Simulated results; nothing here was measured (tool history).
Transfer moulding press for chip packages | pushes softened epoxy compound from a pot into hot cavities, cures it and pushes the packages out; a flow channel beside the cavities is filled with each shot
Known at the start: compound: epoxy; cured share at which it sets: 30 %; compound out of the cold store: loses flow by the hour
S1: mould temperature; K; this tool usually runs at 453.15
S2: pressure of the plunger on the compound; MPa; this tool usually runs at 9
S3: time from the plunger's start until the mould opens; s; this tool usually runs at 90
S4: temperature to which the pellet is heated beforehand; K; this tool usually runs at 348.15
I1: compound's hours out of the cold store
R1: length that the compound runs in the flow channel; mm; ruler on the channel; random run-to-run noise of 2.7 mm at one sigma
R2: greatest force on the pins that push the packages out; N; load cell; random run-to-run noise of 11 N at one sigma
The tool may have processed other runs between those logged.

run   hour      S1    S2   S3      S4    I1   R1    R2
  1      0  453.15     9   90  348.15  24.7  688  1046
      13.4  -- cavities cleaned with cleaning compound and waxed
      29.1  -- plunger's sealing rings changed
  2   45.1  453.15     9   90  348.15   9.4  790   878
      85.3  -- cavities cleaned with cleaning compound and waxed
  3     92  453.15     9   90  348.15  46.5  604   593
  4    134  453.15     9   90  348.15  39.8  626   961
     157.4  -- cavities cleaned with cleaning compound and waxed
  5  182.6  453.15     9   90  348.15  47.9  590   748
     225.4  -- cavities cleaned with cleaning compound and waxed
  6  234.5  453.15     9   90  358.15     8  769   662
  7  288.5  453.15     9   90  358.15  44.2  596  1008
       294  -- cavities cleaned with cleaning compound and waxed
     307.7  -- plunger's sealing rings changed
  8  321.9  453.15     9  119  348.15  38.4  642   750
     366.1  -- cavities cleaned with cleaning compound and waxed
  9  373.2  453.15  7.52   90  348.15  41.8  570   578
 10  398.2  453.15  7.52   90  348.15    12  698   913
     436.7  -- cavities cleaned with cleaning compound and waxed
 11  436.7  451.15  9.06   90  356.15  46.7  604   538
 12  461.5  453.15  9.06  100  346.15  10.4  778   787
     506.4  -- cavities cleaned with cleaning compound and waxed
 13  518.3  460.15  8.77  118  356.15  47.6  570   600
 14  551.9  460.15  8.75  118  356.15  47.2  566   877
     575.8  -- cavities cleaned with cleaning compound and waxed
     588.1  -- plunger's sealing rings changed
 15  592.9  445.15  8.75  118  351.15  14.3  770   721

Some steps in R1, run to run, broken into two amounts with sign: the step expected even without the hidden condition (settings, incoming material, random variation), and the rest, left for the hidden condition together with whatever gauge scatter is not in both the measured and the hidden-condition-free result:
Unlogged tool condition in this case: true mould temperature over the reading, C; pressure that reaches the compound, % of what is set; grip of the stained cavities, % over clean ones'; drift of the gauge itself on flow_mm, %; drift of the gauge itself on push_out_n, %.
Run 7 -> 8: S3 90 -> 119, S4 358.15 -> 348.15, cavities cleaned with cleaning compound and waxed, plunger's sealing rings changed. R1 +46 mm: hidden state +22, all else +24.
Run 12 -> 13: S1 453.15 -> 460.15, S2 9.06 -> 8.77, S3 100 -> 118, S4 346.15 -> 356.15, cavities cleaned with cleaning compound and waxed. R1 -208 mm: hidden state -1, all else -207.
